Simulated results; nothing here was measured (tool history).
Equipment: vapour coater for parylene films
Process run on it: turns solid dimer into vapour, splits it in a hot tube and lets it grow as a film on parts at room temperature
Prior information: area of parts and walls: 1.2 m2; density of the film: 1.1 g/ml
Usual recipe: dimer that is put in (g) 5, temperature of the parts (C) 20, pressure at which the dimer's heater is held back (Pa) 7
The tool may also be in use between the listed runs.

run   hour  dimer that is put in (g)  temperature of the parts (C)  pressure at which the dimer's heater is held back (Pa)  thickness of the film (um)
  1      0                         5                            20                                                       7                        1.64
  2   28.5                         2                            20                                                       7                        0.63
  3   61.6                         5                            20                                                       7                        1.63
  4   91.5                         5                            20                                                       7                        1.65
  5  116.1                         5                            20                                                       7                        1.66
  6  133.5                         5                            20                                                       7                        1.62
  7  153.3                         5                            20                                                       7                        1.61
  8  173.2                         7                            30                                                       7                        1.66
  9  202.9                         7                            30                                                       7                        1.66
 10  225.3                         5                            20                                                    4.86                        1.66
 11    255                         5                            20                                                    4.86                        1.69
 12  287.1                         5                            20                                                    4.86                        1.69
 13  308.4                         3                            20                                                       7                        0.96

Alternative continuations, all from the tool just after run 13; predict every row:
  A  322.7                         3                            20                                                     9.8                           ?
  B  322.7                         8                            20                                                       7                           ?
  C  322.7                         6                            21                                                    8.05                           ?

run  thickness of the film (um)
  A                        0.89
  B                        2.57
  C                         1.8
Without the tool's unlogged condition, the same runs would have read:
run  thickness of the film (um)
  A                        0.97
  B                        2.79
  C                        1.95
